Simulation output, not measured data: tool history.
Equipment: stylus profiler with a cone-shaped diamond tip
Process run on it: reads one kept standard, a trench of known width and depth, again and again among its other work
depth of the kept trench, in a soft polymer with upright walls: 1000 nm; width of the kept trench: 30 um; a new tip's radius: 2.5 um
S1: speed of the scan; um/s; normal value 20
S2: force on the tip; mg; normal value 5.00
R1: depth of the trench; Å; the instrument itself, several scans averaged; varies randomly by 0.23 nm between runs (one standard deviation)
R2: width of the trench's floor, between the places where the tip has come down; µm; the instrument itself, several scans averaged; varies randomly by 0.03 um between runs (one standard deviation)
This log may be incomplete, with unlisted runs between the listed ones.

run,hour,S1,S2,R1,R2
1,0.0,20,5.00,10163.9,25.64
2,128.4,20,5.00,10155.6,25.59
# hour 189.7: height scale calibrated on a step standard
3,189.7,20,3.08,10078.1,25.57
4,263.2,20,5.00,10134.9,25.54
5,381.8,77,5.00,10127.8,25.32
6,442.2,77,5.00,10125.8,25.33
7,564.2,77,9.14,10225.5,25.41
8,636.9,20,5.00,10122.9,25.50
9,701.4,20,5.00,10122.3,25.48
10,826.0,6,5.00,10115.5,25.39
11,925.1,6,5.00,10116.5,25.45
# hour 944.4: height scale calibrated on a step standard, once more
12,1020.5,6,5.00,10196.3,25.43
13,1136.8,6,5.00,10196.3,25.39
14,1254.7,6,5.00,10192.4,25.38
15,1382.1,6,5.00,10185.6,25.35
16,1454.9,6,5.00,10184.6,25.34
17,1510.4,20,5.00,10180.0,25.28
18,1619.6,9,5.00,10178.6,25.29
19,1719.6,20,2.95,10116.5,25.23
20,1824.2,20,2.95,10112.8,25.14
21,1927.8,20,2.95,10107.8,25.16
22,2002.2,20,5.00,10168.9,25.20
23,2080.8,20,5.00,10162.7,25.19
24,2143.5,20,5.00,10161.4,25.18
25,2210.9,63,2.40,10086.3,24.95
26,2325.6,18,8.47,10248.5,25.11
27,2457.9,18,8.47,10241.1,25.11
28,2585.1,9,2.67,10077.1,25.12
# hour 2641.3: height scale calibrated on a step standard
29,2710.1,8,10.72,10341.6,25.14
30,2808.8,8,10.72,10338.0,25.06
31,2908.0,8,10.72,10333.4,25.04
32,3035.7,20,14.16,10399.7,25.03
33,3163.6,34,9.59,10300.6,24.98
34,3256.8,7,12.65,10362.3,25.02
35,3337.6,6,5.79,10212.2,25.01
36,3451.3,28,13.74,10378.4,24.89
37,3561.9,8,6.10,10201.9,24.91
38,3624.2,8,6.10,10205.7,24.90
39,3737.0,8,6.10,10201.7,24.96
40,3852.9,8,6.10,10197.5,24.87
41,3976.8,20,1.81,10064.4,24.77
42,4074.3,20,2.00,10068.0,24.80
43,4204.8,20,2.00,10060.0,24.73
44,4266.6,6,2.13,10061.1,24.79
# hour 4344.9: height scale calibrated on a step standard
45,4387.7,6,2.13,10116.6,24.80
46,4459.1,19,2.20,10114.9,24.74
47,4576.9,19,2.20,10113.0,24.71

Each run again, without the hidden state but with its own random variation kept:
The hidden state here: radius of the tip, um; height scale over the true one, %; drift of the gauge itself on depth_nm, %; drift of the gauge itself on floor_um, %.
run,R1,R2
1,10208.4,25.97
2,10204.7,25.95
3,10147.6,25.94
4,10207.0,25.93
5,10203.7,25.74
6,10203.5,25.76
7,10308.1,25.87
8,10206.7,25.97
9,10208.5,25.97
10,10205.6,25.90
11,10209.6,25.98
12,10203.5,25.99
13,10206.9,25.96
14,10207.2,25.98
15,10204.4,25.97
16,10205.7,25.98
17,10202.9,25.94
18,10204.9,25.97
19,10146.0,25.92
20,10145.5,25.86
21,10143.6,25.90
22,10207.1,25.95
23,10203.2,25.96
24,10203.9,25.97
25,10130.5,25.75
26,10297.0,25.93
27,10294.0,25.96
28,10133.6,25.99
29,10344.2,26.04
30,10343.9,25.97
31,10342.4,25.97
32,10412.9,25.98
33,10318.0,25.96
34,10382.7,26.02
35,10234.6,26.02
36,10405.0,25.92
37,10231.9,25.96
38,10237.5,25.96
39,10237.1,26.05
40,10236.7,25.98
41,10107.3,25.90
42,10113.8,25.94
43,10109.9,25.90
44,10112.6,25.98
45,10117.1,26.00
46,10117.4,25.95
47,10119.2,25.95
